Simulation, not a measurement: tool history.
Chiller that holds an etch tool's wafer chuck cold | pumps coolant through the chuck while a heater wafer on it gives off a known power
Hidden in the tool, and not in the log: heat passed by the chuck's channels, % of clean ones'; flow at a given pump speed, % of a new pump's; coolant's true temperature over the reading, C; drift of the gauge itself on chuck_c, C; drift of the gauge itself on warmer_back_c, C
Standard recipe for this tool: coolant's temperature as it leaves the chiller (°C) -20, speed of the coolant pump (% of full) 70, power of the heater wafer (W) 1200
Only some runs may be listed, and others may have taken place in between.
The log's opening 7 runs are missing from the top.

run	hour	coolant's temperature as it leaves the chiller (°C)	speed of the coolant pump (% of full)	power of the heater wafer (W)	hours since the coolant was changed and the channels were flushed	hours since the pump was overhauled	hours since the chiller's thermometer was calibrated	chuck's temperature once it has settled (°C)	how much warmer the coolant comes back (C)
8	951.5	-20	70	1200	309	1489	2537	-10.9	4.12
9	1080.7	-20	70	1200	438	1618	2666	-10.7	4.14
10	1186.9	-20	70	663	544	1724	2773	-14.5	2.34
11	1312.3	-20	70	1200	670	1850	2898	-10.5	4.12
12	1416.5	-20	70	1200	774	1954	3002	-10.5	4.14
13	1542.1	-20	70	1200	899	2080	3128	-10.5	4.12
14	1631	-20	70	1200	988	2169	3217	-10.5	4.12
15	1774.6	-20	70	1200	1132	2312	3360	-10.6	4.14
# hour 1789: coolant pump overhauled
16	1936.8	-20	70	1200	1289	148	3517	-10.2	4.24
17	2063.1	-10	80	1043	1415	274	3644	-2.2	3.24
# hour 2174.6: chiller's thermometer calibrated
18	2222.9	-10	80	1043	1574	433	48	-2.7	3.23
19	2363.2	-10	80	1043	1715	573	189	-2.6	3.21
20	2498.9	-10	80	1043	1850	709	324	-2.6	3.18
21	2680.7	-10	80	1043	2032	891	506	-2.7	3.21
22	2815.7	-10	80	1043	2167	1026	641	-2.5	3.31
23	2960.5	-10	80	1043	2312	1170	786	-2.4	3.23

Run 24, settings as shown, results not yet in. Your forecast:
# hour 3050.8: coolant pump overhauled, once more
24	3082.8	-10	77	1113	2429	32	903	?	?

chuck's temperature once it has settled (°C): -1.8
how much warmer the coolant comes back (C): 3.41
The same run, on a tool lacking any hidden state, would have yielded chuck's temperature once it has settled (°C) -2.4, how much warmer the coolant comes back (C) 3.42.

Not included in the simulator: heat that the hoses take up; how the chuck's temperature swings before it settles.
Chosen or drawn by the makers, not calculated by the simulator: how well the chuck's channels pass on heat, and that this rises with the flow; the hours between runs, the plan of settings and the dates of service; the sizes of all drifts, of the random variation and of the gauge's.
